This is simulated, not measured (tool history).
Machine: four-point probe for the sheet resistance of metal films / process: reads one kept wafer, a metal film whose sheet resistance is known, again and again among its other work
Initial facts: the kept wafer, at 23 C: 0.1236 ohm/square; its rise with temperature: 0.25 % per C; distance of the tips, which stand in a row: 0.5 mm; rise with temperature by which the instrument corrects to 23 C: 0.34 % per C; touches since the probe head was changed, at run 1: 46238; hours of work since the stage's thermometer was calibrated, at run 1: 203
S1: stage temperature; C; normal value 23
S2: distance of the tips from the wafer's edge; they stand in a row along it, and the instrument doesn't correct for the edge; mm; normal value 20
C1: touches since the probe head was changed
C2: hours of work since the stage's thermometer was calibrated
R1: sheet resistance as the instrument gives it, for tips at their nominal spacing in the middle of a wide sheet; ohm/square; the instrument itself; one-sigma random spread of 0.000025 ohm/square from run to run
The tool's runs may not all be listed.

run,hour,S1,S2,C1,C2,R1
1,0.0,23,20,46238,203,0.125784
2,99.2,23,10,48049,262,0.125967
3,171.1,23,20,49363,304,0.125938
4,272.4,23,5,51213,364,0.126624
# hour 279.3: stage's thermometer calibrated
5,344.3,23,5,52517,38,0.126582
6,434.2,27,4,54160,91,0.126594
7,505.8,27,4,55467,134,0.126619
8,601.5,27,4,57214,190,0.126660
9,650.7,32,4,58114,219,0.126122
10,702.1,27,20,59052,249,0.125749

Selected run-to-run steps in R1, each split into two signed amounts: the part the tool would show with no hidden state at all (from settings, incoming material and random variation), and the remainder, which goes to the hidden state together with any gauge scatter not common to the measured and the hidden-state-free results:
Hidden state at play: inner tips' distance over the nominal, %; tips' flats over new ones', %; wafer's true temperature over the reading, C; drift of the gauge itself on sheet_ohm, %.
Run 3 -> 4: S2 20 -> 5. R1 +0.000686 ohm/square: hidden state +0.000061, all else +0.000625.
